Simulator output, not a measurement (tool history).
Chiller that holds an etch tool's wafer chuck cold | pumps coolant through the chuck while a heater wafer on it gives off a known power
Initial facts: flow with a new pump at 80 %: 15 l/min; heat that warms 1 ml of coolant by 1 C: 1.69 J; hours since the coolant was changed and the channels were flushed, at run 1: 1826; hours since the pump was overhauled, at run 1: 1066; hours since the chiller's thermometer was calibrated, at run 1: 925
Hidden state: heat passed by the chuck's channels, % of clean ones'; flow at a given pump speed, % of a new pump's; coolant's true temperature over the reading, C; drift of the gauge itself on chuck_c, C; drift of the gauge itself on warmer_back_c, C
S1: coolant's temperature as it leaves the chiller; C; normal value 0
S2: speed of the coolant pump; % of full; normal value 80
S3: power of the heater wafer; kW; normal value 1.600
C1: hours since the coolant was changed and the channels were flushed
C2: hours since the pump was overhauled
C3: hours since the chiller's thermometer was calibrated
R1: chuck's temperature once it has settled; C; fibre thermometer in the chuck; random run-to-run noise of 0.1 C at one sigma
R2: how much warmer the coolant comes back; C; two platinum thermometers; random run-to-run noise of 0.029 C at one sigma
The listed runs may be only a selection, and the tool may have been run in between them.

Run 1, day 0.000: usual settings; C1 1826; C2 1066; C3 925. Result: R1 16.8 C, R2 3.84 C.
Run 2, day 3.408: usual settings but S2 98 % of full; C1 1908; C2 1148; C3 1007. Result: R1 14.7 C, R2 3.16 C.
Run 3, day 5.379: usual settings but S1 -10 C; C1 1955; C2 1196; C3 1054. Result: R1 7.0 C, R2 3.83 C.
Run 4, day 8.638: usual settings; C1 2033; C2 1274; C3 1132. Result: R1 17.0 C, R2 3.85 C.
Run 5, day 12.204: usual settings; C1 2119; C2 1359; C3 1218. Result: R1 16.7 C, R2 3.82 C.
Run 6, day 15.671: usual settings; C1 2202; C2 1443; C3 1301. Result: R1 17.0 C, R2 3.94 C.
Run 7, day 17.442: usual settings; C1 2244; C2 1485; C3 1343. Result: R1 17.1 C, R2 3.85 C.
Run 8, day 19.629: usual settings; C1 2297; C2 1538; C3 1396. Result: R1 17.0 C, R2 3.88 C.
Run 9, day 22.083: usual settings; C1 2356; C2 1596; C3 1455. Result: R1 17.2 C, R2 3.89 C.
Run 10, day 26.438: usual settings; C1 2460; C2 1701; C3 1559. Result: R1 17.0 C, R2 3.86 C.
Run 11, day 29.862: usual settings; C1 2543; C2 1783; C3 1642. Result: R1 17.1 C, R2 3.83 C.
Run 12, day 32.617: usual settings but S2 94 % of full; C1 2609; C2 1849; C3 1708. Result: R1 15.6 C, R2 3.28 C.
Run 13, day 35.025: usual settings but S2 94 % of full; C1 2666; C2 1907; C3 1765. Result: R1 15.4 C, R2 3.29 C.
Run 14, day 38.117: usual settings but S3 0.928 kW; C1 2741; C2 1981; C3 1840. Result: R1 9.8 C, R2 2.27 C.
Run 15, day 40.879: usual settings but S3 0.939 kW; C1 2807; C2 2048; C3 1906. Result: R1 9.9 C, R2 2.28 C.
Run 16, day 44.342: usual settings but S3 0.939 kW; C1 2890; C2 2131; C3 1989. Result: R1 10.0 C, R2 2.27 C.

Run 17 has not been measured yet. What should we expect?
Run 17, day 48.225: usual settings but S3 0.939 kW; C1 2983; C2 2224; C3 2082. Result: R1 ?, R2 ?.

{"run 17": {"R1": 10.2, "R2": 2.33}}
The same run, on a tool lacking any hidden state, would have yielded R1 9.6 C, R2 2.28 C.
